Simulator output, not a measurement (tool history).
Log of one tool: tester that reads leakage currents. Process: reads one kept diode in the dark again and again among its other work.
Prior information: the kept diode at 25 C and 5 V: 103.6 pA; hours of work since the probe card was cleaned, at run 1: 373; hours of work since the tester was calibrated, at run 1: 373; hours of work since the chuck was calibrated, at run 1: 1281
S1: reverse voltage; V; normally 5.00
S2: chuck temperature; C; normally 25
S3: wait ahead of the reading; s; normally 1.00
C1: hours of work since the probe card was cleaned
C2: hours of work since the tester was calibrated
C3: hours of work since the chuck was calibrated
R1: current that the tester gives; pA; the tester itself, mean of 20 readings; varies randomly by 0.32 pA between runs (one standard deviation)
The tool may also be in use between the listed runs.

run,day,S1,S2,S3,C1,C2,C3,R1
1,0.000,5.00,25,1.00,373,373,1281,118.23
2,7.788,4.77,25,1.00,482,482,1390,116.60
3,14.871,4.77,25,1.00,581,581,1489,117.51
4,24.621,5.00,25,1.00,718,718,1626,122.30
5,35.133,5.00,25,1.00,865,865,1773,124.41
6,42.479,5.00,44,1.00,968,968,1876,467.33
7,53.096,5.00,44,1.00,1117,1117,2025,471.01
# day 55.125: chuck's temperature calibrated
8,63.317,5.00,25,1.00,1259,1259,115,113.71
9,73.508,5.00,25,1.00,1402,1402,258,115.49
10,80.342,5.00,25,0.74,1498,1498,353,117.15
11,91.629,2.68,25,9.81,1656,1656,511,83.12
12,102.125,2.68,25,9.81,1803,1803,659,84.82
13,110.375,5.00,22,6.94,1918,1918,774,98.98
14,117.021,11.79,25,4.21,2011,2011,867,201.80
15,124.238,3.69,25,4.46,2113,2113,968,104.82
16,131.442,3.69,25,4.46,2214,2214,1069,105.57
17,136.788,6.54,24,0.73,2288,2288,1144,140.86
# day 139.775: tester calibrated
# day 140.646: probe card cleaned and baked
18,142.562,2.13,41,1.00,27,37,1222,230.78

Hidden condition of the tool, last listed run before each entry between runs versus first listed run after:
Logged between run 7 and run 8: chuck's temperature calibrated (day 55.125)
  stray current of the dirty probe card, pA a volt: 1.274 -> 1.432; current scale over the true one, %: 0.42 -> 0.47; true chuck temperature over the reading, C: 1.96 -> 0.14
  measured result minus the result with no hidden state, R1: +65.17 -> +8.73 pA
Logged between run 17 and run 18: tester calibrated (day 139.775); probe card cleaned and baked (day 140.646)
  stray current of the dirty probe card, pA a volt: 2.512 -> 0.056; current scale over the true one, %: 0.81 -> 0.06; true chuck temperature over the reading, C: 1.15 -> 1.23
  measured result minus the result with no hidden state, R1: +27.67 -> +18.77 pA

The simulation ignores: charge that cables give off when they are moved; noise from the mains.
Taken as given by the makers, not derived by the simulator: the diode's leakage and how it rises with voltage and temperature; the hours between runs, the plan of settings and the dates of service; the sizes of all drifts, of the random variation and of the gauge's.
